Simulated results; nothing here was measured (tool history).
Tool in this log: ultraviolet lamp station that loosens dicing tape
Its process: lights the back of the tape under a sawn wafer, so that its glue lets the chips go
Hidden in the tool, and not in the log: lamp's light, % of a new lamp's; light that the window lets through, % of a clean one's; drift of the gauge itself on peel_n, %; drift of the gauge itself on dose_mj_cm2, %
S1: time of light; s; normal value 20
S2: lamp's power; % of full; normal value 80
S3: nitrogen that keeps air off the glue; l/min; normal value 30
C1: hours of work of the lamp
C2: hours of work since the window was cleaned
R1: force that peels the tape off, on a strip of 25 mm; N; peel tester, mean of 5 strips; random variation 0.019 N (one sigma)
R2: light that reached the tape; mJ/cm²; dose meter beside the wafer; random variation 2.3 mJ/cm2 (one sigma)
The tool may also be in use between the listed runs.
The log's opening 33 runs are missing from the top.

run	hour	S1	S2	S3	C1	C2	R1	R2
34	432.2	18	63	28	369	70	2.25	147
35	443.2	38	77	10	374	75	0.753	376
36	451.1	38	77	10	377	78	0.706	379
37	462.4	11	80	20	382	83	3.665	112
38	472.8	33	79	20	386	87	0.54	333
39	486.5	20	88	27	392	93	1.031	227
40	498.8	20	88	27	397	98	1.08	226
41	514.6	11	80	16	403	105	3.984	110
42	531.3	20	64	30	410	111	1.894	165
43	540.9	29	80	26	414	115	0.585	298
44	549.8	29	80	26	418	119	0.616	297

3 options for the next run, each taken on its own from the tool as it stands now. Forecast them:
A	558.1	15	80	33	421	123	?	?
B	558.1	19	75	12	421	123	?	?
C	558.1	20	72	37	421	123	?	?

run	R1	R2
A	1.919	153
B	2.53	179
C	1.388	180
Had the tool no hidden state, the same runs would have come out as:
run	R1	R2
A	1.468	179
B	2.005	209
C	1.01	210
